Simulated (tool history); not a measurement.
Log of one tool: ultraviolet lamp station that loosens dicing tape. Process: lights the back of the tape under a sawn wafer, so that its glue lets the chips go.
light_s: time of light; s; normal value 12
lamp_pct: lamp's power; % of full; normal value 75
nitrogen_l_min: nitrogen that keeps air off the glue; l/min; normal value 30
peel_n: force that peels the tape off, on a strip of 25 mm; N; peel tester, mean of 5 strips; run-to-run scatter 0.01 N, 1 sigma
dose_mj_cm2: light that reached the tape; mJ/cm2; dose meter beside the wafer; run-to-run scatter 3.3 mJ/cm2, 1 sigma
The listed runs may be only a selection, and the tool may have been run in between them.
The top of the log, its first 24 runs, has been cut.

run     day  light_s  lamp_pct  nitrogen_l_min  peel_n  dose_mj_cm2
 25  10.154       18        83              30   0.205          709
 26  10.662        6        75              41   2.128          211
 27  11.112       18        75              37   0.208          626
 28  11.475       18        73              33   0.273          608
 29  11.721        7        75              45   1.617          241
 30  11.950       12        64              12   2.103          348
 31  12.458       11        78              19   1.271          395
 32  12.679       11        78              19   1.305          386
 33  13.083        7        73              15   3.031          234
 34  13.612        7        75              28   2.273          232
 35  13.979        7        75              28   2.303          238
 36  14.446        7        75              20   2.711          231
 37  14.962       19        75              30   0.264          625
 38  15.350       19        75              30   0.276          626
 39  15.575       12        71              30   0.975          371
 40  16.071       12        71              30   1.044          367
 41  16.596       10        75              52   0.923          322
 42  16.842       10        75              52   0.879          322
 43  17.183        7        75              30   2.237          223

What if the next run were any one of these 4? Each begins from the tool's condition after run 43:
  A  17.583       11        75              23       ?            ?
  B  17.583        9        68              39       ?            ?
  C  17.583        7        89              46       ?            ?
  D  17.583       12        68              48       ?            ?

run  peel_n  dose_mj_cm2
  A   1.397          353
  B   1.619          261
  C   1.367          264
  D   0.776          349
Without the tool's unlogged condition, the same runs would have read:
run  peel_n  dose_mj_cm2
  A   0.749          481
  B   0.905          356
  C   0.732          361
  D   0.359          477
